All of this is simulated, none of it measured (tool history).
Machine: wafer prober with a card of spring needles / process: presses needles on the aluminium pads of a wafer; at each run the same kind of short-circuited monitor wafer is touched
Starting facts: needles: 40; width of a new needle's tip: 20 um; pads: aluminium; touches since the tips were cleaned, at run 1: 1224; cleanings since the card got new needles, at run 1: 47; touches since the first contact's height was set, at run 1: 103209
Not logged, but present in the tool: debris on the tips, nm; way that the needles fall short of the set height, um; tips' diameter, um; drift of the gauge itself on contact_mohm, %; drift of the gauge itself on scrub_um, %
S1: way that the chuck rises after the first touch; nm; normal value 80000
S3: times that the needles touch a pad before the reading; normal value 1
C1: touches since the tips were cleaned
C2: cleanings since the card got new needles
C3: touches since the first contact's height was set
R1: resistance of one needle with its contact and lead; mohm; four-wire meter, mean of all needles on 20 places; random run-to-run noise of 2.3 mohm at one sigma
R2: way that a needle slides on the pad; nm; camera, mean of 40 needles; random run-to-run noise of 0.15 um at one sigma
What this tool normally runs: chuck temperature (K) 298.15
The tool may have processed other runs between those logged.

run 1 hour=0.0 | S1=80000 chuck_temperature_(K)=298.15 S3=1 | C1=1224 C2=47 C3=103209 | R1=285 R2=13630
-- hour=2.0 tips cleaned on abrasive film
-- hour=6.9 tips cleaned on abrasive film
run 2 hour=9.1 | S1=63000 chuck_temperature_(K)=298.15 S3=1 | C1=1116 C2=49 C3=107697 | R1=302 R2=10380
-- hour=11.1 tips cleaned on abrasive film
-- hour=15.7 tips cleaned on abrasive film
-- hour=20.2 tips cleaned on abrasive film
-- hour=25.0 tips cleaned on abrasive film
run 3 hour=25.1 | S1=63000 chuck_temperature_(K)=298.15 S3=1 | C1=36 C2=53 C3=115522 | R1=274 R2=10670
-- hour=29.0 tips cleaned on abrasive film
-- hour=33.7 tips cleaned on abrasive film
run 4 hour=35.8 | S1=63000 chuck_temperature_(K)=298.15 S3=1 | C1=1056 C2=55 C3=120819 | R1=304 R2=10780
-- hour=37.8 tips cleaned on abrasive film
-- hour=42.5 tips cleaned on abrasive film
run 5 hour=46.4 | S1=63000 chuck_temperature_(K)=298.15 S3=1 | C1=1933 C2=57 C3=126042 | R1=317 R2=10400
-- hour=47.5 tips cleaned on abrasive film
-- hour=51.4 tips cleaned on abrasive film
-- hour=56.2 tips cleaned on abrasive film
-- hour=58.2 height of the first contact set anew
-- hour=61.2 tips cleaned on abrasive film
run 6 hour=62.7 | S1=80000 chuck_temperature_(K)=298.15 S3=1 | C1=783 C2=61 C3=2233 | R1=273 R2=14360
-- hour=65.6 tips cleaned on abrasive film
-- hour=69.6 tips cleaned on abrasive film
-- hour=74.4 tips cleaned on abrasive film
-- hour=79.1 tips cleaned on abrasive film
run 7 hour=80.2 | S1=80000 chuck_temperature_(K)=298.15 S3=1 | C1=539 C2=65 C3=10804 | R1=271 R2=14490
-- hour=83.1 tips cleaned on abrasive film
-- hour=87.9 tips cleaned on abrasive film
-- hour=92.8 tips cleaned on abrasive film
run 8 hour=96.5 | S1=80000 chuck_temperature_(K)=298.15 S3=1 | C1=1896 C2=68 C3=18878 | R1=292 R2=14030
-- hour=97.6 tips cleaned on abrasive film
-- hour=102.1 tips cleaned on abrasive film
-- hour=106.1 tips cleaned on abrasive film
run 9 hour=106.1 | S1=80000 chuck_temperature_(K)=298.15 S3=1 | C1=0 C2=71 C3=23524 | R1=260 R2=14500
-- hour=110.8 tips cleaned on abrasive film
-- hour=114.8 tips cleaned on abrasive film
-- hour=118.7 tips cleaned on abrasive film
run 10 hour=118.7 | S1=80000 chuck_temperature_(K)=298.15 S3=1 | C1=12 C2=74 C3=29750 | R1=263 R2=14440
-- hour=123.5 tips cleaned on abrasive film
-- hour=128.4 tips cleaned on abrasive film
-- hour=132.9 tips cleaned on abrasive film
run 11 hour=136.8 | S1=80000 chuck_temperature_(K)=298.15 S3=1 | C1=1914 C2=77 C3=38658 | R1=293 R2=14080
-- hour=137.8 tips cleaned on abrasive film
-- hour=142.3 tips cleaned on abrasive film
-- hour=146.9 tips cleaned on abrasive film
-- hour=151.7 tips cleaned on abrasive film
run 12 hour=155.1 | S1=80000 chuck_temperature_(K)=298.15 S3=1 | C1=1706 C2=81 C3=47678 | R1=288 R2=13970
-- hour=156.1 tips cleaned on abrasive film
-- hour=161.0 tips cleaned on abrasive film
run 13 hour=163.6 | S1=80000 chuck_temperature_(K)=298.15 S3=1 | C1=1312 C2=83 C3=51864 | R1=281 R2=14060
-- hour=165.6 tips cleaned on abrasive film
-- hour=169.6 tips cleaned on abrasive film
-- hour=174.3 tips cleaned on abrasive film
run 14 hour=174.3 | S1=80000 chuck_temperature_(K)=298.15 S3=1 | C1=0 C2=86 C3=57073 | R1=267 R2=13930
-- hour=178.9 tips cleaned on abrasive film
-- hour=183.7 tips cleaned on abrasive film
run 15 hour=184.5 | S1=68000 chuck_temperature_(K)=298.15 S3=1 | C1=420 C2=88 C3=62131 | R1=278 R2=11950
-- hour=188.1 tips cleaned on abrasive film
-- hour=192.8 tips cleaned on abrasive film
-- hour=197.5 tips cleaned on abrasive film
run 16 hour=197.7 | S1=68000 chuck_temperature_(K)=298.15 S3=2 | C1=116 C2=91 C3=68613 | R1=267 R2=11590
-- hour=202.2 tips cleaned on abrasive film
-- hour=206.2 tips cleaned on abrasive film
-- hour=210.7 tips cleaned on abrasive film
-- hour=214.7 tips cleaned on abrasive film
run 17 hour=214.9 | S1=68000 chuck_temperature_(K)=298.15 S3=2 | C1=98 C2=95 C3=77047 | R1=268 R2=11790
-- hour=218.8 tips cleaned on abrasive film
-- hour=223.4 tips cleaned on abrasive film
-- hour=228.1 tips cleaned on abrasive film
run 18 hour=228.4 | S1=61000 chuck_temperature_(K)=298.15 S3=2 | C1=121 C2=98 C3=83685 | R1=274 R2=10280
-- hour=232.1 tips cleaned on abrasive film
-- hour=236.8 tips cleaned on abrasive film
-- hour=241.6 tips cleaned on abrasive film
run 19 hour=243.5 | S1=61000 chuck_temperature_(K)=298.15 S3=2 | C1=983 C2=101 C3=91154 | R1=291 R2=10180
-- hour=245.5 tips cleaned on abrasive film
-- hour=249.5 tips cleaned on abrasive film
-- hour=254.3 tips cleaned on abrasive film
run 20 hour=256.3 | S1=75000 chuck_temperature_(K)=344.15 S3=2 | C1=1015 C2=104 C3=97433 | R1=290 R2=12880
-- hour=259.1 tips cleaned on abrasive film
-- hour=263.9 tips cleaned on abrasive film
-- hour=268.8 tips cleaned on abrasive film
run 21 hour=268.8 | S1=75000 chuck_temperature_(K)=344.15 S3=2 | C1=11 C2=107 C3=103563 | R1=278 R2=12910
-- hour=273.5 tips cleaned on abrasive film
-- hour=277.4 tips cleaned on abrasive film
-- hour=282.3 tips cleaned on abrasive film
run 22 hour=282.9 | S1=64000 chuck_temperature_(K)=298.15 S3=2 | C1=330 C2=110 C3=110522 | R1=278 R2=10710
-- hour=286.9 tips cleaned on abrasive film
-- hour=291.6 tips cleaned on abrasive film
-- hour=295.7 tips cleaned on abrasive film
run 23 hour=295.7 | S1=64000 chuck_temperature_(K)=298.15 S3=2 | C1=0 C2=113 C3=116817 | R1=275 R2=10730
-- hour=300.4 tips cleaned on abrasive film
-- hour=305.2 tips cleaned on abrasive film
run 24 hour=307.8 | S1=68000 chuck_temperature_(K)=300.15 S3=2 | C1=1337 C2=115 C3=122798 | R1=292 R2=11410
-- hour=309.8 tips cleaned on abrasive film
-- hour=314.4 tips cleaned on abrasive film
-- hour=318.3 tips cleaned on abrasive film
run 25 hour=318.3 | S1=64000 chuck_temperature_(K)=340.15 S3=2 | C1=0 C2=118 C3=127949 | R1=286 R2=10490
-- hour=323.0 tips cleaned on abrasive film
-- hour=325.9 height of the first contact set anew
-- hour=327.8 tips cleaned on abrasive film
run 26 hour=330.6 | S1=64000 chuck_temperature_(K)=338.15 S3=1 | C1=1423 C2=120 C3=2316 | R1=312 R2=11340
-- hour=332.5 tips cleaned on abrasive film
-- hour=337.2 tips cleaned on abrasive film
-- hour=341.9 tips cleaned on abrasive film
run 27 hour=342.6 | S1=80000 chuck_temperature_(K)=308.15 S3=3 | C1=328 C2=123 C3=8177 | R1=265 R2=14360
-- hour=346.3 tips cleaned on abrasive film
-- hour=351.2 tips cleaned on abrasive film
run 28 hour=354.1 | S1=94000 chuck_temperature_(K)=365.15 S3=2 | C1=1469 C2=125 C3=13850 | R1=292 R2=16830
-- hour=355.1 tips cleaned on abrasive film
-- hour=359.1 tips cleaned on abrasive film
-- hour=363.8 tips cleaned on abrasive film
run 29 hour=365.9 | S1=97000 chuck_temperature_(K)=298.15 S3=1 | C1=1047 C2=128 C3=19660 | R1=274 R2=17410

Measured minus without-hidden-state, run by run (identical run-to-run variation in each term; gauge scatter may differ):
run=1 R1=+27 R2=-750
run=2 R1=+36 R2=-790
run=3 R1=+9 R2=-860
run=4 R1=+39 R2=-890
run=5 R1=+56 R2=-920
run=6 R1=+16 R2=-30
run=7 R1=+13 R2=-80
run=8 R1=+31 R2=-130
run=9 R1=+3 R2=-180
run=10 R1=+5 R2=-230
run=11 R1=+36 R2=-270
run=12 R1=+32 R2=-350
run=13 R1=+26 R2=-380
run=14 R1=+7 R2=-430
run=15 R1=+20 R2=-470
run=16 R1=+8 R2=-510
run=17 R1=+10 R2=-590
run=18 R1=+10 R2=-620
run=19 R1=+29 R2=-680
run=20 R1=+18 R2=-730
run=21 R1=+7 R2=-780
run=22 R1=+18 R2=-820
run=23 R1=+10 R2=-870
run=24 R1=+32 R2=-900
run=25 R1=+11 R2=-930
run=26 R1=+39 R2=-20
run=27 R1=+7 R2=-70
run=28 R1=+16 R2=-100
run=29 R1=+19 R2=-160

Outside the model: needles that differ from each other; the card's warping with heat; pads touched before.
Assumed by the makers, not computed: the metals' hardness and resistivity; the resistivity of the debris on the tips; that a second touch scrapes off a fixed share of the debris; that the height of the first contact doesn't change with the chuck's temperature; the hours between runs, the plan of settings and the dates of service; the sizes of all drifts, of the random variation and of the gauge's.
